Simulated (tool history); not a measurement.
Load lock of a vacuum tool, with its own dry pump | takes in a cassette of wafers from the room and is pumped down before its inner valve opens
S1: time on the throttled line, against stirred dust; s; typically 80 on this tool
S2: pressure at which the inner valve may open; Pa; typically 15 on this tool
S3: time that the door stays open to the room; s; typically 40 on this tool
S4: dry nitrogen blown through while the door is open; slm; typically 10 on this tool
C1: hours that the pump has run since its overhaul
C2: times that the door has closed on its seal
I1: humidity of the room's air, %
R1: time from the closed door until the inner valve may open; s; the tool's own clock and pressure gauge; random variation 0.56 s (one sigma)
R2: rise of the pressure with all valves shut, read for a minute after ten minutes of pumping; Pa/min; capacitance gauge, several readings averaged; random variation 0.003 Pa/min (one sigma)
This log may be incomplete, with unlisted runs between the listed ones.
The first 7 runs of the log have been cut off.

run 8 hour=1285.3 | S1=80 S2=15 S3=40 S4=10 | C1=9210 C2=8002 | I1=46.2 | R1=130.4 R2=0.080
run 9 hour=1492.1 | S1=135 S2=15 S3=40 S4=10 | C1=9417 C2=8712 | I1=48.9 | R1=177.3 R2=0.082
run 10 hour=1650.8 | S1=135 S2=15 S3=40 S4=10 | C1=9575 C2=9256 | I1=47.4 | R1=176.7 R2=0.082
run 11 hour=1861.5 | S1=80 S2=15 S3=40 S4=10 | C1=9786 C2=9979 | I1=43.0 | R1=131.9 R2=0.081
run 12 hour=2054.7 | S1=80 S2=15 S3=40 S4=10 | C1=9979 C2=10641 | I1=45.0 | R1=132.2 R2=0.089
run 13 hour=2220.9 | S1=80 S2=15 S3=40 S4=10 | C1=10145 C2=11211 | I1=45.9 | R1=132.1 R2=0.095
run 14 hour=2324.5 | S1=80 S2=15 S3=40 S4=10 | C1=10249 C2=11566 | I1=45.5 | R1=132.4 R2=0.092
run 15 hour=2488.2 | S1=88 S2=15 S3=40 S4=10 | C1=10413 C2=12128 | I1=46.6 | R1=137.8 R2=0.098
run 16 hour=2635.1 | S1=80 S2=23 S3=40 S4=10 | C1=10560 C2=12631 | I1=46.2 | R1=128.0 R2=0.102
run 17 hour=2782.4 | S1=80 S2=23 S3=40 S4=10 | C1=10707 C2=13137 | I1=44.4 | R1=129.1 R2=0.110
run 18 hour=2935.5 | S1=80 S2=23 S3=40 S4=10 | C1=10860 C2=13662 | I1=44.0 | R1=129.5 R2=0.103
run 19 hour=3107.1 | S1=80 S2=23 S3=40 S4=10 | C1=11032 C2=14250 | I1=47.6 | R1=129.1 R2=0.110
run 20 hour=3254.3 | S1=48 S2=23 S3=40 S4=13 | C1=11179 C2=14755 | I1=41.6 | R1=103.5 R2=0.108
run 21 hour=3361.1 | S1=55 S2=14 S3=147 S4=5 | C1=11286 C2=15121 | I1=43.9 | R1=113.5 R2=0.196
run 22 hour=3524.1 | S1=55 S2=14 S3=147 S4=5 | C1=11449 C2=15680 | I1=44.1 | R1=113.7 R2=0.199
run 23 hour=3723.8 | S1=55 S2=14 S3=147 S4=5 | C1=11648 C2=16365 | I1=43.6 | R1=113.0 R2=0.209
run 24 hour=3921.5 | S1=55 S2=27 S3=147 S4=5 | C1=11846 C2=17043 | I1=46.1 | R1=108.0 R2=0.215
run 25 hour=4103.3 | S1=80 S2=15 S3=88 S4=10 | C1=12028 C2=17666 | I1=46.8 | R1=132.4 R2=0.171
run 26 hour=4281.3 | S1=119 S2=24 S3=205 S4=5 | C1=12206 C2=18277 | I1=43.4 | R1=162.5 R2=0.254
run 27 hour=4516.0 | S1=119 S2=24 S3=205 S4=5 | C1=12440 C2=19081 | I1=45.4 | R1=161.4 R2=0.273
run 28 hour=4656.4 | S1=119 S2=24 S3=46 S4=15 | C1=12581 C2=19563 | I1=44.3 | R1=161.2 R2=0.165
run 29 hour=4766.0 | S1=90 S2=30 S3=194 S4=27 | C1=12690 C2=19939 | I1=46.0 | R1=136.6 R2=0.220
run 30 hour=4883.9 | S1=89 S2=17 S3=57 S4=27 | C1=12808 C2=20343 | I1=45.0 | R1=139.9 R2=0.173

Run 31 is up next; what results do you expect?
run 31 hour=5015.4 | S1=71 S2=20 S3=201 S4=4 | C1=12940 C2=20794 | I1=43.0 | R1=? R2=?

For run 31 the tool returned R1 123.5 s, R2 0.287 Pa/min.
On a tool with no hidden condition, and with the same random variation, this run would have come out at R1 118.0 s, R2 0.151 Pa/min.
